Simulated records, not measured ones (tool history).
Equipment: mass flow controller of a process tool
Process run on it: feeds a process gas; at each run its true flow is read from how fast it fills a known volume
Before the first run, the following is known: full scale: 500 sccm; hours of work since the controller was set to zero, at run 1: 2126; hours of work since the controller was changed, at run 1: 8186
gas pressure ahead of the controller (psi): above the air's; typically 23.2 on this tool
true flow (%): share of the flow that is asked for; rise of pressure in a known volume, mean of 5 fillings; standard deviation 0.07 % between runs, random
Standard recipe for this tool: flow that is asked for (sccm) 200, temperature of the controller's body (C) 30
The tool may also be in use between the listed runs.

| run | hour | flow that is asked for (sccm) | gas pressure ahead of the controller (psi) | temperature of the controller's body (C) | hours of work since the controller was set to zero | hours of work since the controller was changed | true flow (%) |
|---|---|---|---|---|---|---|---|
| 1 | 0.0 | 200 | 23.2 | 30 | 2126 | 8186 | 99.12 |
| 2 | 275.2 | 200 | 23.2 | 30 | 2326 | 8386 | 99.29 |
| 3 | 450.1 | 200 | 23.2 | 22 | 2452 | 8512 | 100.12 |
| 4 | 657.5 | 200 | 23.2 | 29 | 2603 | 8663 | 99.40 |
| 5 | 903.7 | 200 | 23.2 | 29 | 2781 | 8841 | 99.30 |
| 6 | 1080.0 | 200 | 23.2 | 29 | 2909 | 8969 | 99.34 |
| 7 | 1238.6 | 200 | 23.2 | 29 | 3023 | 9083 | 99.35 |
| 8 | 1440.6 | 200 | 23.2 | 29 | 3170 | 9230 | 99.16 |
| 9 | 1581.4 | 200 | 23.2 | 29 | 3272 | 9332 | 99.21 |
| 10 | 1712.0 | 200 | 23.2 | 29 | 3366 | 9426 | 99.20 |
| 11 | 1968.1 | 200 | 23.2 | 29 | 3552 | 9612 | 99.24 |
| 12 | 2116.1 | 200 | 23.2 | 29 | 3659 | 9719 | 99.28 |
| 13 | 2375.5 | 200 | 23.2 | 28 | 3847 | 9907 | 99.42 |
| 14 | 2639.4 | 139 | 23.2 | 30 | 4038 | 10098 | 99.10 |
| 15 | 2779.6 | 139 | 23.2 | 30 | 4140 | 10200 | 98.99 |
| 16 | 2946.4 | 200 | 23.2 | 38 | 4261 | 10321 | 98.22 |
| 17 | 3182.3 | 200 | 23.2 | 30 | 4431 | 10491 | 99.24 |
| 18 | 3447.3 | 200 | 23.2 | 30 | 4623 | 10683 | 99.20 |
| 19 | 3687.9 | 200 | 23.2 | 30 | 4798 | 10858 | 99.14 |
| 20 | 3974.7 | 200 | 23.2 | 30 | 5005 | 11065 | 99.17 |
| 21 | 4216.0 | 200 | 23.2 | 30 | 5180 | 11240 | 99.39 |
|  | 4438.7 | controller exchanged for a calibrated one |
| 22 | 4511.3 | 200 | 23.2 | 30 | 53 | 53 | 99.31 |
| 23 | 4672.0 | 200 | 23.2 | 30 | 169 | 169 | 99.16 |
| 24 | 4902.2 | 200 | 23.2 | 30 | 336 | 336 | 99.19 |

Run 25 is up next; what results do you expect?
| 25 | 5163.8 | 200 | 21.6 | 35 | 525 | 525 | ? |

true flow (%): 98.57
Had the tool carried no hidden state, the very same run would have given true flow (%) 98.57.

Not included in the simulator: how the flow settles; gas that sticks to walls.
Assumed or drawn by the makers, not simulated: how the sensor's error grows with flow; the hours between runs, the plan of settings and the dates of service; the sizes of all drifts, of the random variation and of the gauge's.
